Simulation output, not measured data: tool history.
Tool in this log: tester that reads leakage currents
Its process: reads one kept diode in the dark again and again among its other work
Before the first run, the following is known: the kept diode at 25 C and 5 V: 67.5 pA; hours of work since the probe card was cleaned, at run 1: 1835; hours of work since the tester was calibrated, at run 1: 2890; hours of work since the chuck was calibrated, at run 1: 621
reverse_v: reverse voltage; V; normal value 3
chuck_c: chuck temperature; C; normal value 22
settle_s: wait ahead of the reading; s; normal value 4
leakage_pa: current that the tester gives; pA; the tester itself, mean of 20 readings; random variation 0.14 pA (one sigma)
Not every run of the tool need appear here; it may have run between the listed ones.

run,hour,reverse_v,chuck_c,settle_s,hours of work since the probe card was cleaned,hours of work since the tester was calibrated,hours of work since the chuck was calibrated,leakage_pa
1,0,3,22,4,1835,2890,621,49.64
2,79,3,22,4,1892,2947,678,50.18
3,188.4,3,22,4,1971,3026,757,50.6
4,261.9,3,22,4,2024,3079,810,51.15
5,333.3,3,22,4,2076,3131,862,51.45
6,436.3,3,23,4,2151,3206,937,56.38
7,493.8,10.52,22,4,2192,3247,978,87.65
8,616.6,3,22,4,2281,3336,1067,53.24
# hour 671.6: probe card cleaned and baked
9,737.2,3,22,5.9,47,3421,1152,50.93
10,854.4,3,22,5.9,132,3506,1237,51.33
# hour 868.7: chuck's temperature calibrated
11,950,3,22,5.9,200,3574,59,55.11
12,1041.7,3,22,5.9,266,3640,125,55.48
# hour 1054.9: tester calibrated
13,1110.1,11.14,22,4,314,40,173,93.34
14,1172,3,39,4,359,85,218,192.23
15,1255.6,3,39,4,420,145,279,194.14
16,1336.8,3,39,4,479,204,337,195.12
17,1445.3,3,39,4,557,283,416,196.18
# hour 1514.3: chuck's temperature calibrated, once more
18,1572.6,3,22,4,648,373,42,45.98
19,1664.7,3,22,4,714,440,109,46.3
20,1732.1,3,22,4,763,489,158,46.6
21,1816.9,1.67,37,2.14,825,550,219,112.72
22,1927.3,6.45,34,0.48,905,630,299,153.81
23,2065.8,6.45,34,0.48,1005,730,399,155.6
24,2129.1,19.75,54,5.5,1051,776,445,891.25
25,2199.1,3.41,22,4,1101,827,496,51.34
26,2285.4,3.41,23,6.34,1164,889,558,55.81
27,2350.4,3.41,23,6.34,1211,936,605,56.01
28,2462.9,3.41,23,6.34,1292,1018,687,57.16
29,2554.6,3,22,1.2,1359,1084,753,50.89
30,2676.9,6.72,48,4,1447,1173,842,422.78
31,2781.9,1.16,45,4,1523,1249,918,182.32
32,2917.1,3,22,0.68,1621,1346,1015,52.91
33,3021.8,3.64,40,1.14,1697,1422,1091,204.1
34,3158.1,7.71,57,2.27,1795,1521,1190,812.99
35,3295.2,1.4,38,4,1895,1620,1289,127.55
36,3388.5,2.37,44,0.62,1962,1688,1357,232.81
37,3511.8,10.12,22,4,2051,1777,1446,91.18
# hour 3521.8: chuck's temperature calibrated
38,3588.4,8.94,22,4,2105,1831,48,72.88
39,3673.8,7.89,22,4,2167,1893,110,70.36

3 options for the next run, each taken on its own from the tool as it stands now. Forecast them:
A,3787.5,7.89,29,8.96,2250,1975,192,?
B,3787.5,11.63,24,1.56,2250,1975,192,?
C,3787.5,7.89,22,0.75,2250,1975,192,?

run,leakage_pa
A,115.66
B,96.72
C,71.63
Without the tool's unlogged condition, the same runs would have read:
run,leakage_pa
A,108.25
B,86.44
C,64.6

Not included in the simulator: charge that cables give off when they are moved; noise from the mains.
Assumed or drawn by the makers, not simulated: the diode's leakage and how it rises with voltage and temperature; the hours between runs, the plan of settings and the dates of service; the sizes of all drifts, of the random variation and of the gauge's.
